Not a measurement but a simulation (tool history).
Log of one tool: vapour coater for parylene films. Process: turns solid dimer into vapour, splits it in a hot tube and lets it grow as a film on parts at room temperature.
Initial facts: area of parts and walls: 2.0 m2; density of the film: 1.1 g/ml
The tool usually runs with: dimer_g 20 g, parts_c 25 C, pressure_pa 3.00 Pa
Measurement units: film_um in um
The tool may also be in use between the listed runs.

run,hour,dimer_g,parts_c,pressure_pa,film_um
1,0.0,20,25,3.00,6.35
2,10.9,20,25,8.70,5.39
3,24.4,20,20,8.70,5.87
4,35.4,20,18,8.70,6.09
5,49.4,20,18,8.70,6.08
6,65.9,14,25,3.00,4.47
7,74.7,14,25,3.00,4.49
8,85.3,20,25,2.32,6.64
9,103.0,20,25,3.00,6.38
10,120.5,20,25,3.00,6.32
11,134.1,20,25,3.00,6.32
12,148.0,20,25,3.00,6.35
13,165.3,20,25,3.00,6.31
14,182.2,20,25,3.00,6.39
15,198.9,20,23,3.00,6.53
16,214.0,20,23,3.00,6.53
17,224.0,10,25,2.10,3.33
18,237.9,16,32,2.10,4.71
19,253.7,16,32,2.10,4.74
20,261.6,16,32,2.10,4.70
21,279.6,16,32,2.10,4.70
22,287.2,11,28,2.10,3.45
23,301.7,11,28,2.10,3.51
24,321.4,9,18,5.57,2.93
25,330.3,16,24,4.52,4.75
26,348.7,32,25,11.19,8.09
27,362.6,32,20,3.39,10.85
28,378.1,17,34,2.83,4.56
29,385.6,17,34,2.83,4.59
30,397.9,30,25,3.22,9.38

Removed from this log: 1 entry logged between the listed runs. Between which two listed runs does each belong, and how does the tool's hidden state at the listed run before it compare with that at the listed run after it?
Runs 23 to 24: trap's valve overhauled (hour 311.0)
  vapour lost through the trap's worn valve, %: 0.4 -> 0.1; drift of the gauge itself on film_um, %: -1.57 -> -1.65
  measured less the result without the state, film_um: -0.06 -> -0.05 um
